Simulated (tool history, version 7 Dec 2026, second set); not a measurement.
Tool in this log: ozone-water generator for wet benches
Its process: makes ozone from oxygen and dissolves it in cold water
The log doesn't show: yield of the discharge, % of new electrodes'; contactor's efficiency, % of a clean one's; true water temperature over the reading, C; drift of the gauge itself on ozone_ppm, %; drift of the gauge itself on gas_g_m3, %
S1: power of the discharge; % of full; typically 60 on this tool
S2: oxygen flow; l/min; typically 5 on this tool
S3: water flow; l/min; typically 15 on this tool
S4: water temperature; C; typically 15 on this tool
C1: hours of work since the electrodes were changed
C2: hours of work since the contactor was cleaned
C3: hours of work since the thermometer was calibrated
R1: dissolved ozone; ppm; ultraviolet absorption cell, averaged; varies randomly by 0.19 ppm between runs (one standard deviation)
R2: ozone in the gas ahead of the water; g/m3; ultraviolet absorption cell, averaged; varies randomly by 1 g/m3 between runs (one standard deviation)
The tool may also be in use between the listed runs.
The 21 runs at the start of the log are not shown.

run 22 hour=1330.7 | S1=60 S2=5 S3=12 S4=15 | C1=2381 C2=2543 C3=4293 | R1=30 R2=182.8
run 23 hour=1388.8 | S1=58 S2=7.82 S3=9 S4=19 | C1=2421 C2=2582 C3=4333 | R1=29.8 R2=144.3
run 24 hour=1462.9 | S1=58 S2=7.82 S3=9 S4=19 | C1=2470 C2=2632 C3=4382 | R1=29.1 R2=143.7
run 25 hour=1520.5 | S1=58 S2=7.82 S3=9 S4=19 | C1=2509 C2=2671 C3=4421 | R1=29.7 R2=144
run 26 hour=1581.5 | S1=60 S2=4.1 S3=18 S4=15 | C1=2550 C2=2712 C3=4462 | R1=22.8 R2=200.8
run 27 hour=1650.8 | S1=97 S2=5 S3=24 S4=10 | C1=2597 C2=2759 C3=4509 | R1=25 R2=237.3
run 28 hour=1689 | S1=97 S2=5 S3=17 S4=16 | C1=2623 C2=2784 C3=4535 | R1=31.1 R2=238.1
run 29 hour=1759.5 | S1=49 S2=5.23 S3=21 S4=15 | C1=2670 C2=2832 C3=4582 | R1=18.8 R2=159.9
run 30 hour=1828.4 | S1=49 S2=5.23 S3=21 S4=15 | C1=2717 C2=2878 C3=4629 | R1=18.7 R2=162.3
run 31 hour=1888.7 | S1=49 S2=5.23 S3=21 S4=15 | C1=2757 C2=2919 C3=4669 | R1=18.7 R2=159.8

What if the next run were any one of these 3? Each begins from the tool's condition after run 31:
run A hour=1943.1 | S1=94 S2=2.83 S3=11 S4=15 | C1=2794 C2=2956 C3=4706 | R1=? R2=?
run B hour=1943.1 | S1=60 S2=5 S3=22 S4=15 | C1=2794 C2=2956 C3=4706 | R1=? R2=?
run C hour=1943.1 | S1=65 S2=7.43 S3=21 S4=15 | C1=2794 C2=2956 C3=4706 | R1=? R2=?

run=A R1=39.8 R2=308.5
run=B R1=20.2 R2=183.6
run=C R1=22.1 R2=158.9
With the hidden condition removed and each run's random variation left untouched, the same runs would have given:
run=A R1=39.9 R2=300.3
run=B R1=20.3 R2=178.7
run=C R1=22.1 R2=154.7
